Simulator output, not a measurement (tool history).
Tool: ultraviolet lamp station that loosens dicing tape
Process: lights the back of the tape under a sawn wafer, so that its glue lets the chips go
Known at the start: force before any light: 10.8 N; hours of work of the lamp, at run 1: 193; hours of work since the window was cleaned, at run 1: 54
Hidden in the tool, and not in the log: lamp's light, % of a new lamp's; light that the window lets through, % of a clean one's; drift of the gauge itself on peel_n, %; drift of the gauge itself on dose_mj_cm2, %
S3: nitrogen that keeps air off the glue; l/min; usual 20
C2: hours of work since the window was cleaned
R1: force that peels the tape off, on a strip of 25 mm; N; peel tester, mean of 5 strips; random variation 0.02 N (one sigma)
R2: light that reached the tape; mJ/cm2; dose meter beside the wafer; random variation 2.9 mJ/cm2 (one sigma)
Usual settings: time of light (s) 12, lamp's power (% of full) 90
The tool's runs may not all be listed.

Run 1, hour 0.0: usual settings; hours of work of the lamp 193; C2 54. Result: R1 1.370 N, R2 367 mJ/cm2.
Run 2, hour 11.1: usual settings but lamp's power (% of full) 94; hours of work of the lamp 200; C2 62. Result: R1 1.248 N, R2 386 mJ/cm2.
Run 3, hour 24.0: usual settings but lamp's power (% of full) 76; hours of work of the lamp 210; C2 71. Result: R1 1.931 N, R2 302 mJ/cm2.
Run 4, hour 33.0: usual settings but lamp's power (% of full) 76; hours of work of the lamp 216; C2 78. Result: R1 1.896 N, R2 301 mJ/cm2.
Run 5, hour 41.3: usual settings but time of light (s) 11; hours of work of the lamp 222; C2 83. Result: R1 1.612 N, R2 328 mJ/cm2.
Run 6, hour 53.0: usual settings but time of light (s) 11; hours of work of the lamp 230; C2 92. Result: R1 1.743 N, R2 323 mJ/cm2.
Run 7, hour 65.0: usual settings but time of light (s) 11; hours of work of the lamp 239; C2 100. Result: R1 1.681 N, R2 317 mJ/cm2.
Run 8, hour 77.0: usual settings but S3 7 l/min; hours of work of the lamp 247; C2 109. Result: R1 2.514 N, R2 347 mJ/cm2.
Run 9, hour 85.4: usual settings but S3 7 l/min; hours of work of the lamp 253; C2 115. Result: R1 2.577 N, R2 339 mJ/cm2.
Run 10, hour 97.2: usual settings but S3 7 l/min; hours of work of the lamp 262; C2 123. Result: R1 2.745 N, R2 342 mJ/cm2.
Run 11, hour 110.9: usual settings but S3 7 l/min; hours of work of the lamp 271; C2 133. Result: R1 2.616 N, R2 341 mJ/cm2.
Run 12, hour 127.8: usual settings but S3 7 l/min; hours of work of the lamp 283; C2 145. Result: R1 2.719 N, R2 332 mJ/cm2.
Run 13, hour 144.4: usual settings but S3 7 l/min; hours of work of the lamp 295; C2 157. Result: R1 2.753 N, R2 329 mJ/cm2.
Run 14, hour 156.2: usual settings; hours of work of the lamp 303; C2 165. Result: R1 1.686 N, R2 320 mJ/cm2.
At hour 158.2: window cleaned of glue's vapour.
Run 15, hour 167.0: usual settings; hours of work of the lamp 311; C2 6. Result: R1 1.733 N, R2 316 mJ/cm2.
Run 16, hour 176.5: usual settings but time of light (s) 22; hours of work of the lamp 317; C2 13. Result: R1 0.456 N, R2 574 mJ/cm2.
Run 17, hour 190.8: usual settings but time of light (s) 22; hours of work of the lamp 328; C2 23. Result: R1 0.478 N, R2 571 mJ/cm2.
Run 18, hour 209.1: usual settings but time of light (s) 22; hours of work of the lamp 341; C2 36. Result: R1 0.516 N, R2 558 mJ/cm2.
Run 19, hour 220.8: usual settings but lamp's power (% of full) 75; hours of work of the lamp 349; C2 44. Result: R1 2.543 N, R2 252 mJ/cm2.
At hour 229.3: window cleaned of glue's vapour, once more.
Run 20, hour 231.4: usual settings but lamp's power (% of full) 75; hours of work of the lamp 356; C2 1. Result: R1 2.060 N, R2 287 mJ/cm2.
Run 21, hour 243.6: usual settings but lamp's power (% of full) 75; hours of work of the lamp 365; C2 10. Result: R1 2.206 N, R2 276 mJ/cm2.
Run 22, hour 254.2: usual settings but time of light (s) 9, lamp's power (% of full) 68, S3 7 l/min; hours of work of the lamp 372; C2 18. Result: R1 4.980 N, R2 190 mJ/cm2.
Run 23, hour 263.1: usual settings but time of light (s) 11, lamp's power (% of full) 83, S3 7 l/min; hours of work of the lamp 379; C2 24. Result: R1 3.338 N, R2 280 mJ/cm2.
Run 24, hour 279.1: usual settings but time of light (s) 11, lamp's power (% of full) 93, S3 7 l/min; hours of work of the lamp 390; C2 35. Result: R1 3.067 N, R2 304 mJ/cm2.
Run 25, hour 295.7: usual settings but time of light (s) 15, lamp's power (% of full) 75, S3 7 l/min; hours of work of the lamp 402; C2 47. Result: R1 2.642 N, R2 335 mJ/cm2.
Run 26, hour 313.5: usual settings but time of light (s) 15, lamp's power (% of full) 75, S3 7 l/min; hours of work of the lamp 414; C2 60. Result: R1 2.813 N, R2 334 mJ/cm2.
Run 27, hour 326.5: usual settings but time of light (s) 18, lamp's power (% of full) 75, S3 7 l/min; hours of work of the lamp 424; C2 69. Result: R1 2.219 N, R2 396 mJ/cm2.
Run 28, hour 341.1: usual settings but time of light (s) 8, lamp's power (% of full) 84, S3 11 l/min; hours of work of the lamp 434; C2 79. Result: R1 4.317 N, R2 191 mJ/cm2.
Run 29, hour 348.5: usual settings but S3 22 l/min; hours of work of the lamp 439; C2 85. Result: R1 1.823 N, R2 307 mJ/cm2.
Run 30, hour 359.7: usual settings but time of light (s) 16, lamp's power (% of full) 86; hours of work of the lamp 447; C2 93. Result: R1 1.198 N, R2 384 mJ/cm2.
Run 31, hour 367.4: usual settings but time of light (s) 16, lamp's power (% of full) 86; hours of work of the lamp 453; C2 98. Result: R1 1.208 N, R2 387 mJ/cm2.
Run 32, hour 381.9: usual settings but time of light (s) 14, lamp's power (% of full) 86, S3 16 l/min; hours of work of the lamp 463; C2 108. Result: R1 1.818 N, R2 328 mJ/cm2.
Run 33, hour 400.1: usual settings but time of light (s) 7, lamp's power (% of full) 95, S3 12 l/min; hours of work of the lamp 476; C2 121. Result: R1 4.375 N, R2 179 mJ/cm2.
Run 34, hour 416.9: usual settings but time of light (s) 7, lamp's power (% of full) 95, S3 12 l/min; hours of work of the lamp 488; C2 133. Result: R1 4.443 N, R2 179 mJ/cm2.
Run 35, hour 434.8: usual settings but S3 7 l/min; hours of work of the lamp 500; C2 146. Result: R1 3.314 N, R2 283 mJ/cm2.
Run 36, hour 444.3: usual settings but time of light (s) 17, lamp's power (% of full) 65, S3 10 l/min; hours of work of the lamp 507; C2 153. Result: R1 2.841 N, R2 284 mJ/cm2.
Run 37, hour 455.0: usual settings but time of light (s) 6, lamp's power (% of full) 88, S3 17 l/min; hours of work of the lamp 515; C2 160. Result: R1 5.263 N, R2 134 mJ/cm2.
Run 38, hour 472.7: usual settings but time of light (s) 6, lamp's power (% of full) 88, S3 17 l/min; hours of work of the lamp 527; C2 173. Result: R1 5.300 N, R2 134 mJ/cm2.
Run 39, hour 488.3: usual settings but time of light (s) 6, lamp's power (% of full) 88, S3 17 l/min; hours of work of the lamp 539; C2 184. Result: R1 5.089 N, R2 133 mJ/cm2.
Run 40, hour 502.7: usual settings but time of light (s) 6, lamp's power (% of full) 88, S3 17 l/min; hours of work of the lamp 549; C2 194. Result: R1 5.318 N, R2 131 mJ/cm2.
Run 41, hour 515.3: usual settings but lamp's power (% of full) 62; hours of work of the lamp 558; C2 203. Result: R1 3.744 N, R2 178 mJ/cm2.

The same runs without the tool's hidden state, with the same run-to-run variation:
run     R1   R2
  1  0.981  431
  2  0.865  456
  3  1.396  360
  4  1.352  362
  5  1.112  396
  6  1.186  393
  7  1.122  391
  8  1.790  431
  9  1.817  424
 10  1.912  432
 11  1.799  434
 12  1.834  429
 13  1.826  430
 14  0.957  425
 15  0.929  431
 16  0.201  789
 17  0.201  793
 18  0.219  788
 19  1.405  358
 20  1.345  365
 21  1.418  355
 22  3.950  246
 23  2.353  367
 24  2.045  404
 25  1.666  450
 26  1.737  453
 27  1.241  544
 28  2.999  266
 29  0.916  431
 30  0.522  545
 31  0.519  553
 32  0.864  476
 33  2.882  264
 34  2.892  267
 35  1.826  428
 36  1.431  435
 37  3.507  209
 38  3.485  210
 39  3.313  210
 40  3.429  211
 41  1.948  291
